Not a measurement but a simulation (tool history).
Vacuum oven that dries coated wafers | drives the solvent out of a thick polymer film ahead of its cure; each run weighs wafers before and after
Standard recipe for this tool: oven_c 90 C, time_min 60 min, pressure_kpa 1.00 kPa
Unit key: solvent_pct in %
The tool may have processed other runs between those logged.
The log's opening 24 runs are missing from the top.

run	hour	oven_c	time_min	pressure_kpa	hours of work since the thermocouples were calibrated	hours of work since the vacuum gauge was cleaned of residue	solvent_pct
25	1397.6	90	40	2.50	733	1022	5.05
26	1450.2	87	40	2.50	773	1062	5.80
27	1500.7	87	40	2.50	812	1101	5.74
28	1577.3	94	60	0.69	871	1160	1.23
29	1626.7	90	31	1.00	909	1198	3.66
30	1708.1	90	63	1.00	971	1260	2.04
31	1773.6	90	63	1.00	1022	1310	2.03
32	1846.1	78	35	0.59	1077	1366	5.14
33	1891.8	78	35	0.59	1112	1401	5.08
34	1958.6	78	35	0.59	1164	1452	4.90
35	2009.3	91	47	1.00	1202	1491	2.40
36	2045.3	83	84	0.81	1230	1519	2.14
37	2104.5	90	75	1.66	1276	1564	2.88
38	2162.0	99	72	1.36	1320	1609	1.60
39	2200.0	85	68	0.65	1349	1638	1.89
40	2236.2	100	103	1.54	1377	1665	1.66
41	2273.5	100	103	1.54	1405	1694	1.67
42	2326.3	100	46	1.44	1446	1735	1.96
43	2360.9	100	46	1.03	1472	1761	1.56
44	2423.7	94	40	1.82	1521	1809	3.39
45	2457.7	104	40	1.82	1547	1835	2.04
46	2493.3	90	60	1.00	1574	1863	2.12
47	2566.3	92	32	1.44	1630	1919	3.95
48	2642.5	79	60	2.89	1689	1977	7.94

Predict each of these 3 candidate next runs independently; none follows another, all start after run 48:
A	2679.9	80	58	2.49	1717	2006	?
B	2679.9	91	60	2.89	1717	2006	?
C	2679.9	85	35	3.82	1717	2006	?

run	solvent_pct
A	6.80
B	4.73
C	8.67
Take away the tool's hidden state, keep each run's random variation, and the runs would have read:
run	solvent_pct
A	6.74
B	4.69
C	8.61
